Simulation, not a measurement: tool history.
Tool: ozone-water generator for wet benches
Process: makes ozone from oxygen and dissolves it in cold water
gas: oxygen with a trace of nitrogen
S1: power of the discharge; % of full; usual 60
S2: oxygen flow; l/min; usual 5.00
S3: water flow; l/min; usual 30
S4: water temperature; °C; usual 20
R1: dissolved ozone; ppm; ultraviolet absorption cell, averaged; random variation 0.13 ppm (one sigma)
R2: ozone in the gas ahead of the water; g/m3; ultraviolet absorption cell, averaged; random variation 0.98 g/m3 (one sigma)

{"run": 1, "hour": 0.0, "S1": 60, "S2": 5.0, "S3": 30, "S4": 20, "R1": 13.9, "R2": 162.5}
{"run": 2, "hour": 26.2, "S1": 60, "S2": 5.0, "S3": 30, "S4": 20, "R1": 13.9, "R2": 163.3}
{"run": 3, "hour": 50.5, "S1": 60, "S2": 5.0, "S3": 30, "S4": 20, "R1": 13.9, "R2": 162.3}
{"run": 4, "hour": 75.0, "S1": 60, "S2": 2.84, "S3": 30, "S4": 20, "R1": 11.6, "R2": 202.9}
{"hour": 81.1, "done": "contactor cleaned"}
{"run": 5, "hour": 112.7, "S1": 46, "S2": 5.0, "S3": 30, "S4": 20, "R1": 11.6, "R2": 135.7}
{"run": 6, "hour": 150.1, "S1": 46, "S2": 3.38, "S3": 30, "S4": 13, "R1": 10.9, "R2": 156.5}
{"run": 7, "hour": 171.1, "S1": 46, "S2": 3.38, "S3": 30, "S4": 13, "R1": 10.8, "R2": 156.6}
{"run": 8, "hour": 189.7, "S1": 55, "S2": 5.0, "S3": 30, "S4": 20, "R1": 12.9, "R2": 151.2}

Forecast run 9:
{"run": 9, "hour": 221.4, "S1": 55, "S2": 5.0, "S3": 30, "S4": 20, "R1": "?", "R2": "?"}

R1: 12.4 ppm
R2: 152.6 g/m3
Without the tool's hidden state the same run would have given R1 13.4 ppm, R2 157.8 g/m3.
